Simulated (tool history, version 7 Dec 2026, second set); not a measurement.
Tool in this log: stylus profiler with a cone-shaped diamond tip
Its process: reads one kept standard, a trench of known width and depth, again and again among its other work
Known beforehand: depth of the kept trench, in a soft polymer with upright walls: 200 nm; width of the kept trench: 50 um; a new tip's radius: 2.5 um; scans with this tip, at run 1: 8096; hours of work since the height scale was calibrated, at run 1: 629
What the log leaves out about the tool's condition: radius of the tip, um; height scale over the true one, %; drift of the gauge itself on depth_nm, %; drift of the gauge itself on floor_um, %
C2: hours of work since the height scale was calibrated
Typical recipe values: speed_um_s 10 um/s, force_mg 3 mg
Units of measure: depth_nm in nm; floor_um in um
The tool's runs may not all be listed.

run 1 day=0 | speed_um_s=10 force_mg=3 | scans_with_this_tip=8096 C2=629 | depth_nm=201.67 floor_um=47.96
run 2 day=1.583 | speed_um_s=10 force_mg=3 | scans_with_this_tip=8326 C2=647 | depth_nm=201.68 floor_um=47.99
run 3 day=3.988 | speed_um_s=10 force_mg=3 | scans_with_this_tip=8676 C2=674 | depth_nm=201.68 floor_um=47.98
run 4 day=5.808 | speed_um_s=10 force_mg=3 | scans_with_this_tip=8941 C2=695 | depth_nm=201.43 floor_um=47.92
run 5 day=8.129 | speed_um_s=3 force_mg=3 | scans_with_this_tip=9279 C2=721 | depth_nm=201.51 floor_um=48.07
run 6 day=10.825 | speed_um_s=3 force_mg=3 | scans_with_this_tip=9671 C2=752 | depth_nm=201.68 floor_um=48.01
run 7 day=13.917 | speed_um_s=3 force_mg=3 | scans_with_this_tip=10120 C2=787 | depth_nm=201.71 floor_um=48.02
run 8 day=15.879 | speed_um_s=3 force_mg=3 | scans_with_this_tip=10406 C2=809 | depth_nm=201.61 floor_um=48.05
run 9 day=18.529 | speed_um_s=10 force_mg=3 | scans_with_this_tip=10792 C2=839 | depth_nm=201.61 floor_um=47.95
run 10 day=20.796 | speed_um_s=10 force_mg=3 | scans_with_this_tip=11121 C2=864 | depth_nm=201.56 floor_um=48
run 11 day=23.629 | speed_um_s=10 force_mg=3 | scans_with_this_tip=11534 C2=896 | depth_nm=201.69 floor_um=47.96
run 12 day=26.504 | speed_um_s=10 force_mg=3 | scans_with_this_tip=11952 C2=929 | depth_nm=201.61 floor_um=47.98
run 13 day=29.279 | speed_um_s=10 force_mg=3 | scans_with_this_tip=12356 C2=960 | depth_nm=201.49 floor_um=47.99
run 14 day=31.533 | speed_um_s=10 force_mg=3 | scans_with_this_tip=12684 C2=986 | depth_nm=201.64 floor_um=48
run 15 day=33.771 | speed_um_s=6 force_mg=3 | scans_with_this_tip=13009 C2=1011 | depth_nm=201.53 floor_um=47.91
run 16 day=35.404 | speed_um_s=6 force_mg=3 | scans_with_this_tip=13247 C2=1030 | depth_nm=201.58 floor_um=47.99
run 17 day=37.462 | speed_um_s=10 force_mg=6.38 | scans_with_this_tip=13546 C2=1053 | depth_nm=202.62 floor_um=47.96
run 18 day=39.546 | speed_um_s=10 force_mg=6.38 | scans_with_this_tip=13850 C2=1076 | depth_nm=202.71 floor_um=47.95
run 19 day=40.854 | speed_um_s=10 force_mg=7.23 | scans_with_this_tip=14040 C2=1091 | depth_nm=203.09 floor_um=47.97
run 20 day=43.179 | speed_um_s=16 force_mg=7.23 | scans_with_this_tip=14378 C2=1118 | depth_nm=202.93 floor_um=48.01
run 21 day=44.812 | speed_um_s=16 force_mg=7.23 | scans_with_this_tip=14616 C2=1136 | depth_nm=202.91 floor_um=47.98
run 22 day=46.408 | speed_um_s=10 force_mg=3 | scans_with_this_tip=14848 C2=1154 | depth_nm=201.37 floor_um=47.97
run 23 day=48.604 | speed_um_s=7 force_mg=5.33 | scans_with_this_tip=15168 C2=1179 | depth_nm=202.43 floor_um=47.96
run 24 day=51.208 | speed_um_s=17 force_mg=4.78 | scans_with_this_tip=15546 C2=1208 | depth_nm=202.17 floor_um=47.98
run 25 day=54.088 | speed_um_s=2 force_mg=2.44 | scans_with_this_tip=15965 C2=1241 | depth_nm=201.44 floor_um=48.04
run 26 day=57.175 | speed_um_s=5 force_mg=2.71 | scans_with_this_tip=16414 C2=1276 | depth_nm=201.66 floor_um=48
run 27 day=59.262 | speed_um_s=5 force_mg=2.71 | scans_with_this_tip=16718 C2=1299 | depth_nm=201.58 floor_um=48.01
run 28 day=61.908 | speed_um_s=17 force_mg=2.17 | scans_with_this_tip=17103 C2=1329 | depth_nm=201.53 floor_um=47.89
-- day=62.467 height scale calibrated on a step standard
run 29 day=64.917 | speed_um_s=17 force_mg=4.99 | scans_with_this_tip=17538 C2=28 | depth_nm=202.27 floor_um=47.95
run 30 day=67.725 | speed_um_s=31 force_mg=1.01 | scans_with_this_tip=17946 C2=59 | depth_nm=200.89 floor_um=47.79
run 31 day=69.967 | speed_um_s=31 force_mg=1.01 | scans_with_this_tip=18272 C2=85 | depth_nm=200.73 floor_um=47.81
run 32 day=72.15 | speed_um_s=31 force_mg=1.01 | scans_with_this_tip=18590 C2=110 | depth_nm=200.89 floor_um=47.78
run 33 day=73.683 | speed_um_s=13 force_mg=1.58 | scans_with_this_tip=18813 C2=127 | depth_nm=201.17 floor_um=47.94
run 34 day=75.367 | speed_um_s=2 force_mg=2.29 | scans_with_this_tip=19058 C2=146 | depth_nm=201.36 floor_um=48.05
run 35 day=77.292 | speed_um_s=8 force_mg=1.11 | scans_with_this_tip=19338 C2=168 | depth_nm=200.9 floor_um=47.98
run 36 day=79.629 | speed_um_s=8 force_mg=1.11 | scans_with_this_tip=19678 C2=194 | depth_nm=200.74 floor_um=48
run 37 day=82.408 | speed_um_s=22 force_mg=1.9 | scans_with_this_tip=20083 C2=226 | depth_nm=201.2 floor_um=47.81
run 38 day=84.275 | speed_um_s=22 force_mg=1.9 | scans_with_this_tip=20354 C2=247 | depth_nm=201.1 floor_um=47.86
run 39 day=86.7 | speed_um_s=28 force_mg=5.47 | scans_with_this_tip=20707 C2=274 | depth_nm=202.31 floor_um=47.94
run 40 day=88.954 | speed_um_s=22 force_mg=5.47 | scans_with_this_tip=21035 C2=300 | depth_nm=202.46 floor_um=47.92
run 41 day=90.95 | speed_um_s=2 force_mg=3 | scans_with_this_tip=21325 C2=322 | depth_nm=201.62 floor_um=47.97
run 42 day=93.883 | speed_um_s=4 force_mg=2.8 | scans_with_this_tip=21752 C2=355 | depth_nm=201.55 floor_um=48.01
run 43 day=96.483 | speed_um_s=10 force_mg=2.35 | scans_with_this_tip=22130 C2=385 | depth_nm=201.34 floor_um=47.93
run 44 day=98.071 | speed_um_s=10 force_mg=2.35 | scans_with_this_tip=22362 C2=403 | depth_nm=201.3 floor_um=47.97

Predict each of these 3 candidate next runs independently; none follows another, all start after run 44:
run A day=100.921 | speed_um_s=8 force_mg=3 | scans_with_this_tip=22776 C2=435 | depth_nm=? floor_um=?
run B day=100.921 | speed_um_s=8 force_mg=2.8 | scans_with_this_tip=22776 C2=435 | depth_nm=? floor_um=?
run C day=100.921 | speed_um_s=3 force_mg=1.18 | scans_with_this_tip=22776 C2=435 | depth_nm=? floor_um=?

run=A depth_nm=201.65 floor_um=48.01
run=B depth_nm=201.48 floor_um=47.96
run=C depth_nm=200.93 floor_um=47.98
The same runs, with their run-to-run variation unchanged, on a tool lacking any hidden condition would have given:
run=A depth_nm=201.66 floor_um=48.04
run=B depth_nm=201.49 floor_um=47.98
run=C depth_nm=200.94 floor_um=48
